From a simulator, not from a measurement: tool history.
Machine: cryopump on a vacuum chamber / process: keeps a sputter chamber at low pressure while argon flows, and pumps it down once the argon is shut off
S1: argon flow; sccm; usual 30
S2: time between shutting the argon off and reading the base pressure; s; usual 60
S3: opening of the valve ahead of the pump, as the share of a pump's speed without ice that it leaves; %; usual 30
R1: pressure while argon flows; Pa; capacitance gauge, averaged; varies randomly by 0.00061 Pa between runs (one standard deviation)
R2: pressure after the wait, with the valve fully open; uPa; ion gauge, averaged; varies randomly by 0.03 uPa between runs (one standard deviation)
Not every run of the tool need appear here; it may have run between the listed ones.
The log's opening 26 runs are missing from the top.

run     day  S1   S2  S3      R1    R2
 27  18.117  17  170  21  0.0834  1.23
 28  18.838  17   37  37  0.0491  2.83
 29  19.350  19  162  54  0.0381  1.29
 30  20.083  46   49  34  0.1415  2.44
 31  20.654  13   82  34  0.0400  1.78
 32  21.246  13  154  34  0.0401  1.36
 33  21.733  30   21  27  0.1164  4.59
 34  22.167  30   60  42  0.0759  2.18

Below are 3 alternative next runs, each starting from the tool's condition after run 34. Predict each:
  A  22.962  34  24  42   ?   ?
  B  22.962  31  27  20   ?   ?
  C  22.962  30  65  42   ?   ?

run      R1    R2
  A  0.0861  4.15
  B  0.1601  3.73
  C  0.0768  2.11
The same runs, with their run-to-run variation unchanged, on a tool lacking any hidden condition would have given:
run      R1    R2
  A  0.0808  3.43
  B  0.1553  3.02
  C  0.0721  1.40

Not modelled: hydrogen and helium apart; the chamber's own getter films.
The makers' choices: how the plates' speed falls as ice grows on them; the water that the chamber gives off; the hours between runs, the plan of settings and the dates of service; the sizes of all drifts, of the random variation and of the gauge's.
